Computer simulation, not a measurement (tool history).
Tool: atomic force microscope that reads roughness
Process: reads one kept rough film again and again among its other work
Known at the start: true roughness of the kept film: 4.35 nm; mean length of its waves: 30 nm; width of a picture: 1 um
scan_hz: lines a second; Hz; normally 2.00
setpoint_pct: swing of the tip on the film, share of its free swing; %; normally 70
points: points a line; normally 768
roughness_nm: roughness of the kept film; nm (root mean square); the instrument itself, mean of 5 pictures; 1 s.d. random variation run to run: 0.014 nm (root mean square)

run,day,scan_hz,setpoint_pct,points,roughness_nm
1,0.000,2.00,70,768,2.445
# day 0.475: new tip fitted
2,0.808,2.00,70,768,3.152
3,1.479,2.00,70,768,2.862
4,2.062,2.00,70,768,2.606
5,2.433,2.00,70,768,2.478
# day 2.767: new tip fitted
6,2.933,2.00,70,768,3.224
7,3.312,2.00,70,768,3.051
8,4.142,2.00,70,768,2.705
9,4.758,2.00,70,768,2.487
# day 5.025: new tip fitted
10,5.300,2.00,70,768,3.185
11,5.883,2.00,70,768,2.906
12,6.325,2.00,70,768,2.712
13,6.771,2.00,70,768,2.548
# day 7.300: new tip fitted
14,7.571,2.00,70,768,3.246
15,8.017,0.64,70,768,3.235
16,8.600,0.64,70,524,2.949
17,9.162,0.64,70,524,2.728
# day 9.579: new tip fitted
18,9.958,0.64,70,524,3.465
19,10.638,2.00,70,599,2.843
20,11.258,2.00,70,599,2.624
# day 11.354: height scale calibrated on a step standard
# day 11.950: new tip fitted
21,12.021,2.00,70,599,3.307
22,12.546,2.00,70,599,2.989
23,13.067,2.00,70,599,2.776
24,13.529,2.00,70,599,2.617
25,14.012,2.00,70,599,2.442
# day 14.254: new tip fitted
# day 14.492: height scale calibrated on a step standard, once more
26,14.646,2.00,62,599,3.335
27,15.375,1.01,68,599,3.036
28,15.929,1.01,68,599,2.794
29,16.488,1.01,68,599,2.595
# day 16.608: new tip fitted
30,16.979,3.14,70,438,2.940
31,17.796,3.14,70,438,2.596
32,18.171,2.46,89,598,2.096
# day 18.871: new tip fitted
33,18.946,2.46,89,598,2.609

Run 34, settings as shown, results not yet in. Your forecast:
34,19.571,3.49,70,465,?

roughness_nm: 2.765 nm (root mean square)
With no hidden state in the tool, this same run would have given roughness_nm 3.116 nm (root mean square).
